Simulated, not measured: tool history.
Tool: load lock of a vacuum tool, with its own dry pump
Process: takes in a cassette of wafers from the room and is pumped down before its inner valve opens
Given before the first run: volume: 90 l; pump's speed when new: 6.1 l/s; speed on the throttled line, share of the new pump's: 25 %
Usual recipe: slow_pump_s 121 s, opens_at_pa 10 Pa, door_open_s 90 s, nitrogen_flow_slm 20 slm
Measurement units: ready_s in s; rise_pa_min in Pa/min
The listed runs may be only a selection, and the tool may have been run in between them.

run    hour  slow_pump_s  opens_at_pa  door_open_s  nitrogen_flow_slm  incoming humidity of the room's air, %  ready_s  rise_pa_min
  1     0.0          121           10           90                 20                                    42.6    235.8        0.302
  2   141.7          121           10           90                 20                                    44.7    236.6        0.305
  3   312.0          121           10           90                 20                                    43.6    237.2        0.321
  4   410.0          121           10          104                 20                                    41.9    237.5        0.332
  5   604.3          121           10           90                 36                                    46.6    240.0        0.331
  6   738.3          121            9           90                 20                                    43.4    241.0        0.329
      888.7  -- door's seal changed, seat wiped
  7   948.1          121           10           90                 28                                    47.0    238.8        0.020
  8  1037.5          121           10           90                 28                                    42.1    239.0        0.022
  9  1236.6          121           10           90                 28                                    45.0    236.4        0.025
 10  1387.0          121           10           90                 28                                    43.3    239.4        0.025
 11  1546.3          121           10           90                 29                                    47.1    240.3        0.028
 12  1644.0          121           10           90                 29                                    47.9    241.0        0.031
 13  1849.6          121           10           90                 29                                    44.9    238.6        0.037
 14  1980.9          164           10           35                 20                                    42.8    268.4        0.025
 15  2085.1          121           10           90                 18                                    46.5    240.7        0.043
 16  2276.9          197            9           42                 28                                    46.3    294.8        0.037
 17  2446.3          197           19           42                 28                                    45.9    285.7        0.033
 18  2545.7          197           16           42                 28                                    46.4    286.2        0.037
 19  2673.6          137           16          133                 28                                    44.9    244.8        0.056
 20  2777.9          137           16          133                 28                                    48.9    243.7        0.056
 21  2920.4          121            9           90                  9                                    44.9    241.4        0.063
 22  3059.1          121           10           32                 20                                    42.6    243.4        0.044
 23  3216.6           66            9           90                 20                                    43.6    203.0        0.070
 24  3333.3           66           14           90                 20                                    46.0    194.6        0.075
 25  3465.8          241           19           32                 20                                    48.2    315.7        0.055
 26  3564.5          143           10           39                 20                                    46.2    257.7        0.061

5 options for the next run, each taken on its own from the tool as it stands now. Forecast them:
  A  3696.2          121           10           32                 11                                    44.5        ?            ?
  B  3696.2          143           10           53                 20                                    43.1        ?            ?
  C  3696.2          143           10           32                 20                                    45.0        ?            ?
  D  3696.2          173           10           36                 20                                    43.8        ?            ?
  E  3696.2          106           10           90                 20                                    47.7        ?            ?

run  ready_s  rise_pa_min
  A    240.1        0.069
  B    255.1        0.073
  C    257.6        0.065
  D    276.7        0.064
  E    229.6        0.075
The same runs, with their run-to-run variation unchanged, on a tool lacking any hidden condition would have given:
run  ready_s  rise_pa_min
  A    226.8        0.017
  B    242.8        0.021
  C    245.1        0.014
  D    265.3        0.013
  E    216.2        0.024

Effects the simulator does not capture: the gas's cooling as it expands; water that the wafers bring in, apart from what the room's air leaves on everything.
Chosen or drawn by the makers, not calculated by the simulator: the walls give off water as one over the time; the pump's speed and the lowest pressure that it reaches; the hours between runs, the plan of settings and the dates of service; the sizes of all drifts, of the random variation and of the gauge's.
